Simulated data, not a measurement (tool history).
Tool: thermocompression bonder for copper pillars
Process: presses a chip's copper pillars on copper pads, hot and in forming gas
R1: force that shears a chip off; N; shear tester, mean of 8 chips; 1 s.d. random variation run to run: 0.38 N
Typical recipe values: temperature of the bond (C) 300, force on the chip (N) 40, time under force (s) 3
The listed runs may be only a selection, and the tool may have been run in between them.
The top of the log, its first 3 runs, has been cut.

{"day": 7.354, "done": "forming gas filter changed"}
{"run": 4, "day": 8.529, "temperature of the bond (C)": 300, "force on the chip (N)": 29, "time under force (s)": 3, "R1": 30.9}
{"run": 5, "day": 11.467, "temperature of the bond (C)": 300, "force on the chip (N)": 29, "time under force (s)": 3, "R1": 30.8}
{"run": 6, "day": 14.375, "temperature of the bond (C)": 300, "force on the chip (N)": 33, "time under force (s)": 3, "R1": 33.6}
{"run": 7, "day": 16.525, "temperature of the bond (C)": 300, "force on the chip (N)": 33, "time under force (s)": 3, "R1": 33.1}
{"day": 17.142, "done": "forming gas filter changed"}
{"run": 8, "day": 18.917, "temperature of the bond (C)": 300, "force on the chip (N)": 33, "time under force (s)": 3, "R1": 35.4}
{"run": 9, "day": 20.879, "temperature of the bond (C)": 300, "force on the chip (N)": 33, "time under force (s)": 3, "R1": 34.9}
{"run": 10, "day": 22.529, "temperature of the bond (C)": 300, "force on the chip (N)": 33, "time under force (s)": 2, "R1": 29.3}
{"run": 11, "day": 26.162, "temperature of the bond (C)": 300, "force on the chip (N)": 40, "time under force (s)": 3, "R1": 40.4}
{"day": 26.858, "done": "forming gas filter changed"}
{"run": 12, "day": 27.942, "temperature of the bond (C)": 300, "force on the chip (N)": 40, "time under force (s)": 3, "R1": 44.5}
{"run": 13, "day": 29.617, "temperature of the bond (C)": 300, "force on the chip (N)": 40, "time under force (s)": 3, "R1": 44.1}
{"day": 31.771, "done": "force cell calibrated"}
{"run": 14, "day": 32.825, "temperature of the bond (C)": 300, "force on the chip (N)": 40, "time under force (s)": 3, "R1": 45.9}
{"run": 15, "day": 35.796, "temperature of the bond (C)": 300, "force on the chip (N)": 25, "time under force (s)": 3, "R1": 26.2}
{"day": 36.638, "done": "forming gas filter changed"}
{"run": 16, "day": 39.4, "temperature of the bond (C)": 300, "force on the chip (N)": 40, "time under force (s)": 3, "R1": 47.4}
{"run": 17, "day": 41.508, "temperature of the bond (C)": 319, "force on the chip (N)": 40, "time under force (s)": 3, "R1": 54.3}
{"run": 18, "day": 45.254, "temperature of the bond (C)": 300, "force on the chip (N)": 46, "time under force (s)": 3, "R1": 50.9}
{"day": 46.592, "done": "forming gas filter changed"}
{"run": 19, "day": 49.296, "temperature of the bond (C)": 300, "force on the chip (N)": 46, "time under force (s)": 3, "R1": 54.7}
{"run": 20, "day": 52.325, "temperature of the bond (C)": 300, "force on the chip (N)": 28, "time under force (s)": 2, "R1": 25.8}
{"day": 56.375, "done": "forming gas filter changed"}
{"run": 21, "day": 56.375, "temperature of the bond (C)": 314, "force on the chip (N)": 40, "time under force (s)": 3, "R1": 53.7}
{"run": 22, "day": 58.467, "temperature of the bond (C)": 314, "force on the chip (N)": 40, "time under force (s)": 3, "R1": 53.7}
{"day": 60.646, "done": "heater calibrated with a thermocouple chip"}
{"run": 23, "day": 61.912, "temperature of the bond (C)": 314, "force on the chip (N)": 36, "time under force (s)": 6, "R1": 53.8}
{"run": 24, "day": 65.492, "temperature of the bond (C)": 314, "force on the chip (N)": 36, "time under force (s)": 6, "R1": 52.1}
{"day": 66.288, "done": "forming gas filter changed"}
{"run": 25, "day": 68.05, "temperature of the bond (C)": 314, "force on the chip (N)": 36, "time under force (s)": 6, "R1": 56.5}
{"run": 26, "day": 70.688, "temperature of the bond (C)": 300, "force on the chip (N)": 40, "time under force (s)": 2, "R1": 35.5}
{"run": 27, "day": 72.388, "temperature of the bond (C)": 300, "force on the chip (N)": 40, "time under force (s)": 2, "R1": 34.8}

Run 28 comes next. What will it give?
{"run": 28, "day": 74.733, "temperature of the bond (C)": 300, "force on the chip (N)": 48, "time under force (s)": 5, "R1": "?"}

R1: 58 N
Minus the tool's unlogged condition, the same run would have read R1 66.2 N.
